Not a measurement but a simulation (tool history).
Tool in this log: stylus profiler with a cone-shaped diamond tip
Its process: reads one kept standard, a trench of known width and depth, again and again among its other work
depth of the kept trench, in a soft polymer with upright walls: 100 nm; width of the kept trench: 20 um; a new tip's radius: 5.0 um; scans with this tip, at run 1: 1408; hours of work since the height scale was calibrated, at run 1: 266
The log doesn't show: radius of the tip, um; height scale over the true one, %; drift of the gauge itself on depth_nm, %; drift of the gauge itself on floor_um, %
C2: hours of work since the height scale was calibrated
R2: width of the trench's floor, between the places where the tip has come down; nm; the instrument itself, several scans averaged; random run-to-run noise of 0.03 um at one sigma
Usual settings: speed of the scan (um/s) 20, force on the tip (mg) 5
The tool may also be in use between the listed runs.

run 1 day=0 | speed_of_the_scan_(um/s)=20 force_on_the_tip_(mg)=5 | scans_with_this_tip=1408 C2=266 | depth_of_the_trench_(nm)=102.45 R2=17870
run 2 day=1.217 | speed_of_the_scan_(um/s)=20 force_on_the_tip_(mg)=5 | scans_with_this_tip=1495 C2=282 | depth_of_the_trench_(nm)=102.29 R2=17800
run 3 day=2.367 | speed_of_the_scan_(um/s)=20 force_on_the_tip_(mg)=5 | scans_with_this_tip=1577 C2=298 | depth_of_the_trench_(nm)=102.34 R2=17800
run 4 day=3.442 | speed_of_the_scan_(um/s)=20 force_on_the_tip_(mg)=6.5 | scans_with_this_tip=1654 C2=312 | depth_of_the_trench_(nm)=102.74 R2=17810
run 5 day=4.392 | speed_of_the_scan_(um/s)=20 force_on_the_tip_(mg)=6.5 | scans_with_this_tip=1722 C2=325 | depth_of_the_trench_(nm)=102.69 R2=17790
run 6 day=5.338 | speed_of_the_scan_(um/s)=20 force_on_the_tip_(mg)=6.5 | scans_with_this_tip=1789 C2=338 | depth_of_the_trench_(nm)=102.84 R2=17790
run 7 day=6.492 | speed_of_the_scan_(um/s)=20 force_on_the_tip_(mg)=6.5 | scans_with_this_tip=1872 C2=353 | depth_of_the_trench_(nm)=102.81 R2=17800
run 8 day=7.012 | speed_of_the_scan_(um/s)=20 force_on_the_tip_(mg)=6.5 | scans_with_this_tip=1909 C2=360 | depth_of_the_trench_(nm)=102.83 R2=17820
run 9 day=8.004 | speed_of_the_scan_(um/s)=6 force_on_the_tip_(mg)=6.5 | scans_with_this_tip=1980 C2=374 | depth_of_the_trench_(nm)=102.82 R2=17820
run 10 day=8.9 | speed_of_the_scan_(um/s)=20 force_on_the_tip_(mg)=11.91 | scans_with_this_tip=2044 C2=386 | depth_of_the_trench_(nm)=104.16 R2=17820
run 11 day=10.008 | speed_of_the_scan_(um/s)=20 force_on_the_tip_(mg)=10.83 | scans_with_this_tip=2124 C2=401 | depth_of_the_trench_(nm)=103.95 R2=17760
run 12 day=10.979 | speed_of_the_scan_(um/s)=20 force_on_the_tip_(mg)=5 | scans_with_this_tip=2193 C2=414 | depth_of_the_trench_(nm)=102.33 R2=17840
run 13 day=11.654 | speed_of_the_scan_(um/s)=6 force_on_the_tip_(mg)=5 | scans_with_this_tip=2241 C2=423 | depth_of_the_trench_(nm)=102.38 R2=17790
run 14 day=12.538 | speed_of_the_scan_(um/s)=28 force_on_the_tip_(mg)=2.9 | scans_with_this_tip=2304 C2=435 | depth_of_the_trench_(nm)=101.65 R2=17710
run 15 day=13.162 | speed_of_the_scan_(um/s)=22 force_on_the_tip_(mg)=2.88 | scans_with_this_tip=2349 C2=443 | depth_of_the_trench_(nm)=101.67 R2=17740
run 16 day=14.167 | speed_of_the_scan_(um/s)=22 force_on_the_tip_(mg)=2.88 | scans_with_this_tip=2421 C2=457 | depth_of_the_trench_(nm)=101.69 R2=17730
run 17 day=14.833 | speed_of_the_scan_(um/s)=17 force_on_the_tip_(mg)=6.64 | scans_with_this_tip=2469 C2=466 | depth_of_the_trench_(nm)=102.93 R2=17730
-- day=14.967 height scale calibrated on a step standard
run 18 day=15.796 | speed_of_the_scan_(um/s)=9 force_on_the_tip_(mg)=5 | scans_with_this_tip=2536 C2=11 | depth_of_the_trench_(nm)=102.44 R2=17780
run 19 day=16.992 | speed_of_the_scan_(um/s)=22 force_on_the_tip_(mg)=2.24 | scans_with_this_tip=2621 C2=27 | depth_of_the_trench_(nm)=101.4 R2=17720
run 20 day=17.883 | speed_of_the_scan_(um/s)=7 force_on_the_tip_(mg)=14.28 | scans_with_this_tip=2685 C2=39 | depth_of_the_trench_(nm)=104.7 R2=17830
run 21 day=19.083 | speed_of_the_scan_(um/s)=32 force_on_the_tip_(mg)=2.32 | scans_with_this_tip=2771 C2=56 | depth_of_the_trench_(nm)=101.51 R2=17670
-- day=19.438 height scale calibrated on a step standard, once more
run 22 day=19.654 | speed_of_the_scan_(um/s)=8 force_on_the_tip_(mg)=3.14 | scans_with_this_tip=2810 C2=3 | depth_of_the_trench_(nm)=101.62 R2=17670
run 23 day=20.504 | speed_of_the_scan_(um/s)=8 force_on_the_tip_(mg)=3.14 | scans_with_this_tip=2871 C2=14 | depth_of_the_trench_(nm)=101.68 R2=17760
run 24 day=21.412 | speed_of_the_scan_(um/s)=8 force_on_the_tip_(mg)=3.14 | scans_with_this_tip=2936 C2=27 | depth_of_the_trench_(nm)=101.56 R2=17770
run 25 day=22.538 | speed_of_the_scan_(um/s)=8 force_on_the_tip_(mg)=3.14 | scans_with_this_tip=3016 C2=42 | depth_of_the_trench_(nm)=101.64 R2=17720

Consider 4 possible next runs. They are alternatives, not a sequence: every one starts from the tool as it was left by run 25. What does each give?
run A day=23.296 | speed_of_the_scan_(um/s)=66 force_on_the_tip_(mg)=3.14 | scans_with_this_tip=3071 C2=52 | depth_of_the_trench_(nm)=? R2=?
run B day=23.296 | speed_of_the_scan_(um/s)=16 force_on_the_tip_(mg)=5 | scans_with_this_tip=3071 C2=52 | depth_of_the_trench_(nm)=? R2=?
run C day=23.296 | speed_of_the_scan_(um/s)=36 force_on_the_tip_(mg)=6.76 | scans_with_this_tip=3071 C2=52 | depth_of_the_trench_(nm)=? R2=?
run D day=23.296 | speed_of_the_scan_(um/s)=7 force_on_the_tip_(mg)=11.87 | scans_with_this_tip=3071 C2=52 | depth_of_the_trench_(nm)=? R2=?

run=A depth_of_the_trench_(nm)=101.68 R2=17490
run=B depth_of_the_trench_(nm)=102.29 R2=17730
run=C depth_of_the_trench_(nm)=102.8 R2=17740
run=D depth_of_the_trench_(nm)=104.01 R2=17770
What these runs would have given with no unlogged condition in the tool:
run=A depth_of_the_trench_(nm)=101.66 R2=17740
run=B depth_of_the_trench_(nm)=102.27 R2=17980
run=C depth_of_the_trench_(nm)=102.78 R2=17980
run=D depth_of_the_trench_(nm)=103.99 R2=18020
